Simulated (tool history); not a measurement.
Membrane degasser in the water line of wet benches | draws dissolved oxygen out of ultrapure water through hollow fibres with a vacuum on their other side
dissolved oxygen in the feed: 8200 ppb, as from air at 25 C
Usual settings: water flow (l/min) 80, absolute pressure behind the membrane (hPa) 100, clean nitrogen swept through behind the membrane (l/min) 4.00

run	day	water flow (l/min)	absolute pressure behind the membrane (hPa)	clean nitrogen swept through behind the membrane (l/min)	dissolved oxygen in the water behind the degasser (ppb)	pressure that the water loses in the fibres (hPa)
1	0.000	80	100	4.00	521.9	256.6
2	7.458	80	100	4.00	531.4	255.2
3	14.379	80	100	4.00	526.2	255.8
4	20.138	80	100	4.00	529.3	255.3
5	27.254	80	100	4.00	532.8	257.9
6	33.258	59	100	4.00	394.9	190.1
7	41.396	59	100	4.00	388.2	190.3
8	50.050	80	100	4.00	529.1	255.0
9	59.242	80	100	4.00	532.3	259.4
10	67.125	58	100	4.00	388.2	184.7
11	75.988	80	100	11.48	366.0	261.0
12	84.142	80	100	11.48	361.9	258.0
13	91.367	80	100	11.48	370.7	260.7
14	99.462	80	100	11.48	355.8	257.2
15	105.358	80	100	11.48	368.6	258.5
16	116.825	51	100	4.00	345.2	164.8
17	127.008	100	100	3.15	730.8	326.0
18	138.304	68	100	10.47	316.2	220.8
19	148.625	68	97	7.65	349.7	220.7
20	155.412	94	100	4.00	638.4	306.0

Forecast run 21:
21	167.538	94	100	4.00	?	?

Run 21 gave dissolved oxygen in the water behind the degasser (ppb) 639.6, pressure that the water loses in the fibres (hPa) 307.3.
Without the tool's hidden state the same run would have given dissolved oxygen in the water behind the degasser (ppb) 593.6, pressure that the water loses in the fibres (hPa) 297.7.
